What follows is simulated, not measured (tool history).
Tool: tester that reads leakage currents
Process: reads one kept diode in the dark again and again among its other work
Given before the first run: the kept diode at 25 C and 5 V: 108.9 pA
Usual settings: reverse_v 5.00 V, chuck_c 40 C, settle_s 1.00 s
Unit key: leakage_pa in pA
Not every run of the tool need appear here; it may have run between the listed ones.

run	day	reverse_v	chuck_c	settle_s	leakage_pa
1	0.000	5.00	40	1.00	349.37
2	0.921	2.08	40	1.00	205.89
3	1.521	2.08	40	1.00	205.81
4	2.925	5.00	40	1.00	348.71
5	3.742	5.00	40	0.32	348.61
6	4.750	5.00	40	1.00	347.93
7	5.917	5.00	23	1.00	90.91
8	6.625	5.00	23	1.00	90.32
9	7.538	5.00	23	1.00	90.03
10	8.400	5.00	23	1.00	90.72
11	9.638	5.00	23	1.00	90.27
12	10.896	5.00	40	1.00	345.22
13	12.225	5.00	40	1.00	343.25
14	13.567	5.00	40	1.00	343.22
15	14.846	5.00	40	1.00	341.10
16	16.096	5.00	40	1.00	339.91
17	16.696	5.00	22	1.00	83.26
18	17.821	5.00	40	0.52	340.96
19	18.979	5.00	40	0.52	340.54
20	19.879	5.00	40	0.52	340.35
21	20.833	9.90	50	2.87	1091.65
22	21.929	2.33	50	3.67	457.12
23	23.100	1.70	40	1.00	176.37
24	24.067	1.70	40	1.00	175.65
25	25.150	1.70	40	1.00	174.72
26	26.550	1.35	40	0.50	152.67
27	27.683	5.00	23	1.00	88.19
28	29.100	3.18	27	7.76	91.45
29	30.412	17.54	27	3.20	270.40
30	31.346	4.86	38	1.00	282.28
31	32.692	15.15	48	1.00	1197.24
32	34.012	15.15	48	1.00	1195.76
33	35.325	5.00	58	1.00	1265.55
34	36.133	5.00	40	6.13	333.05
35	37.354	17.51	47	9.36	1207.44
36	38.604	1.74	20	1.00	34.93
# day 38.783: chuck's temperature calibrated
37	40.108	3.81	20	0.66	68.13
38	41.042	3.24	59	4.21	1184.52
39	42.108	3.24	59	4.21	1190.55
40	43.071	10.29	32	4.21	319.88

Forecast each of these 4 alternatives for the next run:
A	44.329	5.00	36	1.00	?
B	44.329	13.26	40	1.00	?
C	44.329	1.42	29	0.36	?
D	44.329	3.83	47	0.67	?

run	leakage_pa
A	279.86
B	694.00
C	74.62
D	551.74
With the hidden condition removed and each run's random variation left untouched, the same runs would have given:
run	leakage_pa
A	273.96
B	676.89
C	72.87
D	554.02
